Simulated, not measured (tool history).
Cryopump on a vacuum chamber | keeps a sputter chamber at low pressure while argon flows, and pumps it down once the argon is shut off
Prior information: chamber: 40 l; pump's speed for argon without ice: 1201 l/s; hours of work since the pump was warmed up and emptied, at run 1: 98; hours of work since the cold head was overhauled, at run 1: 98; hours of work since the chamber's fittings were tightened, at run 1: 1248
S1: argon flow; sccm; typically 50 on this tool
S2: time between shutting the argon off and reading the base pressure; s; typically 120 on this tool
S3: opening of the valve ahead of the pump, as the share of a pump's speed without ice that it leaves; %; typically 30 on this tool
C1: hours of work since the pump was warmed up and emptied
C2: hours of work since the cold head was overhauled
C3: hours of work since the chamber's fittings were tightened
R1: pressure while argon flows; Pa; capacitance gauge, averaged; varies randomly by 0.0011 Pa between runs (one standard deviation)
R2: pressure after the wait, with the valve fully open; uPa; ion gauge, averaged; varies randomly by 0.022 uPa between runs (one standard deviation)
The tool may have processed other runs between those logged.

run     day  S1   S2  S3   C1   C2    C3      R1    R2
  1   0.000  50  120  30   98   98  1248  0.2364  1.25
  2   1.329  50  120  30  118  118  1268  0.2381  1.23
  3   2.483  50  120  30  135  135  1285  0.2365  1.21
  4   3.517  50  120  30  151  151  1300  0.2393  1.23
  5   4.708  26  120  30  168  168  1318  0.1236  1.30
  6   5.554  50  120  33  181  181  1330  0.2172  1.27
  7   6.288  50  120  33  192  192  1341  0.2173  1.32
  8   7.658  50  120  33  212  212  1361  0.2176  1.30
  9   8.608  50  120  33  226  226  1375  0.2184  1.30
 10   9.588  50   21  30  241  241  1390  0.2404  2.69
 11  10.796  36   21  30  258  258  1408  0.1727  2.71
 12  11.429  36   21  30  268  268  1417  0.1721  2.63
 13  12.904  36   21  30  290  290  1439  0.1741  2.73
 14  14.096  36   21  30  307  307  1457  0.1738  2.79
 15  15.254  36   21  30  325  325  1474  0.1738  2.72
 16  16.346  36   21  30  341  341  1490  0.1754  2.77
 17  17.329  23  174  38  355  355  1505  0.0891  1.32
 18  18.800  23  174  38  377  377  1526  0.0879  1.34
 19  19.438  23  174  38  387  387  1536  0.0888  1.38
 20  20.612  23  174  38  404  404  1553  0.0897  1.36
 21  21.571  50   87  30  418  418  1567  0.2437  1.61
 22  22.808  50   87  30  436  436  1586  0.2417  1.64
 23  23.796  79  101  20  451  451  1600  0.5709  1.57
 24  25.000  84   39  43  469  469  1618  0.2931  2.14
 25  26.046  59   39  19  484  484  1634  0.4489  2.12
 26  26.812  59   30  30  496  496  1645  0.2897  2.53
 27  27.675  59   30  30  509  509  1658  0.2907  2.45
 28  28.346  59   30  30  519  519  1668  0.2885  2.42
 29  29.088  85   87  30  530  530  1679  0.4188  1.76

Run 30 comes next. What will it give?
 30  30.200  85  87  30  546  546  1695   ?   ?

Run 30 gave R1 0.4185 Pa, R2 1.73 uPa.
Take away the tool's hidden state, keep the run-to-run variation as it was, and the same run would have given R1 0.3988 Pa, R2 0.64 uPa.
